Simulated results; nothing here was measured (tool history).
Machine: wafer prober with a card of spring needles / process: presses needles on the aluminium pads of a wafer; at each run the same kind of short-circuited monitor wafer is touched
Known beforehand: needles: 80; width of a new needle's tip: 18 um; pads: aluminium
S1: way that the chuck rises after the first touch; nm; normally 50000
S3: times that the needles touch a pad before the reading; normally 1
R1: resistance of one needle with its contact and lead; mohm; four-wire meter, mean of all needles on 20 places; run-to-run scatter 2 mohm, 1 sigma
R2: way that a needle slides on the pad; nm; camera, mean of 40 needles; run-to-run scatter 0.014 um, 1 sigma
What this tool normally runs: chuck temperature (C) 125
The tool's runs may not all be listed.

Run 1, hour 0: usual settings. Result: R1 227 mohm, R2 8650 nm.
At hour 6.1: tips cleaned on abrasive film.
Run 2, hour 18.2: usual settings but S1 59000 nm. Result: R1 216 mohm, R2 10230 nm.
At hour 20.3: tips cleaned on abrasive film.
Run 3, hour 33.3: usual settings. Result: R1 224 mohm, R2 8670 nm.
At hour 35.9: tips cleaned on abrasive film.
At hour 52.3: tips cleaned on abrasive film.
Run 4, hour 57.4: usual settings. Result: R1 224 mohm, R2 8680 nm.
At hour 66.9: tips cleaned on abrasive film.
Run 5, hour 78.5: usual settings. Result: R1 226 mohm, R2 8700 nm.
At hour 82.7: tips cleaned on abrasive film.
Run 6, hour 92.7: usual settings but chuck temperature (C) 37. Result: R1 201 mohm, R2 8700 nm.
At hour 97.4: tips cleaned on abrasive film.
At hour 112.3: tips cleaned on abrasive film.
Run 7, hour 112.3: usual settings but chuck temperature (C) 37. Result: R1 200 mohm, R2 8720 nm.
At hour 127.2: tips cleaned on abrasive film.
Run 8, hour 141.1: usual settings but chuck temperature (C) 37. Result: R1 202 mohm, R2 8720 nm.
At hour 143.6: tips cleaned on abrasive film.
At hour 159.4: tips cleaned on abrasive film.
At hour 164.4: height of the first contact set anew.
Run 9, hour 165.5: usual settings but chuck temperature (C) 37. Result: R1 205 mohm, R2 8760 nm.
At hour 174.8: tips cleaned on abrasive film.
Run 10, hour 180.3: usual settings but chuck temperature (C) 95. Result: R1 219 mohm, R2 8740 nm.
At hour 190.1: tips cleaned on abrasive film.
Run 11, hour 203.2: usual settings. Result: R1 224 mohm, R2 8740 nm.
At hour 204.5: tips cleaned on abrasive film.
Run 12, hour 218.4: usual settings. Result: R1 223 mohm, R2 8750 nm.
At hour 221.1: tips cleaned on abrasive film.
At hour 235.5: tips cleaned on abrasive film.
Run 13, hour 247.6: usual settings but S3 2. Result: R1 223 mohm, R2 8760 nm.
At hour 249.7: tips cleaned on abrasive film.
At hour 264.7: tips cleaned on abrasive film.
Run 14, hour 264.7: usual settings but chuck temperature (C) 85. Result: R1 217 mohm, R2 8760 nm.
At hour 279.7: tips cleaned on abrasive film.
Run 15, hour 286.4: usual settings but S1 68000 nm. Result: R1 216 mohm, R2 11950 nm.
At hour 294.3: tips cleaned on abrasive film.
At hour 308.5: tips cleaned on abrasive film.
Run 16, hour 308.5: usual settings. Result: R1 221 mohm, R2 8810 nm.
At hour 322.7: tips cleaned on abrasive film.
Run 17, hour 324.4: usual settings but S1 46000 nm, chuck temperature (C) 27. Result: R1 204 mohm, R2 8100 nm.
Run 18, hour 336.6: usual settings but S1 46000 nm, chuck temperature (C) 27. Result: R1 199 mohm, R2 8090 nm.
At hour 337.9: tips cleaned on abrasive film.
At hour 352.8: tips cleaned on abrasive film.
Run 19, hour 353.1: usual settings but S1 45000 nm, chuck temperature (C) 49, S3 2. Result: R1 211 mohm, R2 7910 nm.
At hour 368.5: tips cleaned on abrasive film.
Run 20, hour 374.1: usual settings but S1 43000 nm, chuck temperature (C) 115, S3 2. Result: R1 225 mohm, R2 7580 nm.
At hour 383.1: tips cleaned on abrasive film.
Run 21, hour 387.6: usual settings but S1 43000 nm, chuck temperature (C) 115, S3 2. Result: R1 227 mohm, R2 7590 nm.
At hour 397.8: tips cleaned on abrasive film.
At hour 412.5: tips cleaned on abrasive film.
Run 22, hour 412.5: usual settings but S1 43000 nm, chuck temperature (C) 115, S3 2. Result: R1 224 mohm, R2 7620 nm.
At hour 427.5: tips cleaned on abrasive film.
Run 23, hour 427.9: usual settings but S1 43000 nm, chuck temperature (C) 115, S3 2. Result: R1 228 mohm, R2 7620 nm.
At hour 443.3: tips cleaned on abrasive film.
Run 24, hour 448.4: usual settings but S1 43000 nm, chuck temperature (C) 70. Result: R1 215 mohm, R2 7630 nm.
At hour 459.8: tips cleaned on abrasive film.
Run 25, hour 461.1: usual settings but S1 37000 nm, chuck temperature (C) 28, S3 2. Result: R1 210 mohm, R2 6550 nm.
At hour 474.7: tips cleaned on abrasive film.
At hour 484.1: height of the first contact set anew.
Run 26, hour 485: usual settings but S1 37000 nm, chuck temperature (C) 28, S3 2. Result: R1 207 mohm, R2 6550 nm.
At hour 490.5: tips cleaned on abrasive film.
At hour 504.7: tips cleaned on abrasive film.
Run 27, hour 508.9: usual settings but S1 37000 nm, chuck temperature (C) 28, S3 2. Result: R1 210 mohm, R2 6560 nm.
At hour 520.5: tips cleaned on abrasive film.
Run 28, hour 533.5: usual settings but S1 37000 nm, chuck temperature (C) 28, S3 2. Result: R1 207 mohm, R2 6580 nm.
At hour 534.8: tips cleaned on abrasive film.
At hour 549.8: tips cleaned on abrasive film.
Run 29, hour 549.8: usual settings but S1 62000 nm, chuck temperature (C) 26, S3 3. Result: R1 195 mohm, R2 11040 nm.
At hour 563.6: gauge calibrated.
At hour 566.4: tips cleaned on abrasive film.
Run 30, hour 573: usual settings but S1 62000 nm, chuck temperature (C) 26, S3 3. Result: R1 194 mohm, R2 10750 nm.
At hour 580.6: tips cleaned on abrasive film.
At hour 595: tips cleaned on abrasive film.
Run 31, hour 595: usual settings but S1 39000 nm. Result: R1 230 mohm, R2 6760 nm.

Difference, measured minus no-hidden-state, one row per run. Run-to-run variation is common to both terms; the gauge's own scatter need not be:
Unlogged tool condition in this case: debris on the tips, nm; way that the needles fall short of the set height, um; tips' diameter, um; drift of the gauge itself on contact_mohm, %; drift of the gauge itself on scrub_um, %.
run    R2
  1    +0
  2   +10
  3   +20
  4   +30
  5   +40
  6   +40
  7   +50
  8   +60
  9   +70
 10   +80
 11   +90
 12   +90
 13  +110
 14  +110
 15  +170
 16  +130
 17  +130
 18  +130
 19  +130
 20  +140
 21  +140
 22  +150
 23  +160
 24  +160
 25  +150
 26  +160
 27  +160
 28  +170
 29  +300
 30   +10
 31   +10
R1: within 1 mohm of the measured result in every run.
